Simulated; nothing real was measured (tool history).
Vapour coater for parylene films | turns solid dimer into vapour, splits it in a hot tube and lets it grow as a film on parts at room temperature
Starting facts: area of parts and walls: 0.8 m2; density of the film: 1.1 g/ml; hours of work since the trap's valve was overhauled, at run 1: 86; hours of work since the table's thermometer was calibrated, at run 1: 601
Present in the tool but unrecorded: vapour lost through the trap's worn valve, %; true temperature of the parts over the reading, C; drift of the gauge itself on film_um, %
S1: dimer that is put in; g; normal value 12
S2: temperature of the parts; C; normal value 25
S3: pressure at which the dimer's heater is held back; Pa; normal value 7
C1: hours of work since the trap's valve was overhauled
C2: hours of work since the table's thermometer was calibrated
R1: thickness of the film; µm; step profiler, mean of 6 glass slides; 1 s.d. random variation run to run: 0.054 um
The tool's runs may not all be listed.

Run 1, hour 0: usual settings; C1 86; C2 601. Result: R1 10.06 µm.
Run 2, hour 30.9: usual settings but S1 9 g; C1 99; C2 614. Result: R1 7.51 µm.
Run 3, hour 67.4: usual settings; C1 114; C2 629. Result: R1 9.94 µm.
Run 4, hour 111.3: usual settings but S3 3.41 Pa; C1 132; C2 647. Result: R1 10.26 µm.
Run 5, hour 148.4: usual settings but S3 3.41 Pa; C1 147; C2 662. Result: R1 10.17 µm.
Run 6, hour 170.8: usual settings but S3 3.41 Pa; C1 156; C2 671. Result: R1 10.03 µm.
Run 7, hour 197.4: usual settings but S3 3.41 Pa; C1 167; C2 682. Result: R1 10.04 µm.
Run 8, hour 217.7: usual settings but S3 3.41 Pa; C1 176; C2 690. Result: R1 9.94 µm.
Run 9, hour 252.5: usual settings but S3 3.41 Pa; C1 190; C2 705. Result: R1 9.99 µm.
Run 10, hour 287.9: usual settings but S2 20 C; C1 205; C2 719. Result: R1 10.15 µm.
At hour 294.8: trap's valve overhauled.
Run 11, hour 317.6: usual settings but S1 14 g, S3 10.89 Pa; C1 9; C2 730. Result: R1 11.75 µm.
Run 12, hour 352.2: usual settings but S1 13 g, S2 31 C, S3 9.87 Pa; C1 24; C2 744. Result: R1 9.82 µm.
Run 13, hour 383.4: usual settings but S3 7.32 Pa; C1 36; C2 757. Result: R1 10.24 µm.
Run 14, hour 428.7: usual settings but S1 7 g, S2 26 C, S3 11.46 Pa; C1 55; C2 775. Result: R1 5.62 µm.
Run 15, hour 467.4: usual settings but S1 6 g, S2 24 C, S3 2.19 Pa; C1 71; C2 791. Result: R1 5.59 µm.
Run 16, hour 494.2: usual settings but S1 6 g, S2 24 C, S3 2.19 Pa; C1 82; C2 802. Result: R1 5.54 µm.
Run 17, hour 521.8: usual settings but S1 19 g, S2 21 C, S3 3.19 Pa; C1 93; C2 814. Result: R1 17.74 µm.
Run 18, hour 553.6: usual settings but S1 19 g, S2 21 C, S3 3.19 Pa; C1 106; C2 827. Result: R1 17.55 µm.

Branching from run 18: 5 alternative next runs. What would each branch give?
Run A, hour 586.9: usual settings but S1 10 g, S3 2.24 Pa; C1 120; C2 840. Result: R1 ?.
Run B, hour 586.9: usual settings but S1 7 g, S2 24 C; C1 120; C2 840. Result: R1 ?.
Run C, hour 586.9: usual settings but S1 9 g, S3 7.97 Pa; C1 120; C2 840. Result: R1 ?.
Run D, hour 586.9: usual settings but S3 2.28 Pa; C1 120; C2 840. Result: R1 ?.
Run E, hour 586.9: usual settings but S1 7 g, S2 17 C, S3 3.19 Pa; C1 120; C2 840. Result: R1 ?.

run     R1
  A   8.76
  B   5.85
  C   7.26
  D  10.58
  E   7.02
Had the tool no hidden state, the same runs would have come out as:
run     R1
  A   9.43
  B    6.3
  C   7.81
  D  11.38
  E   7.55
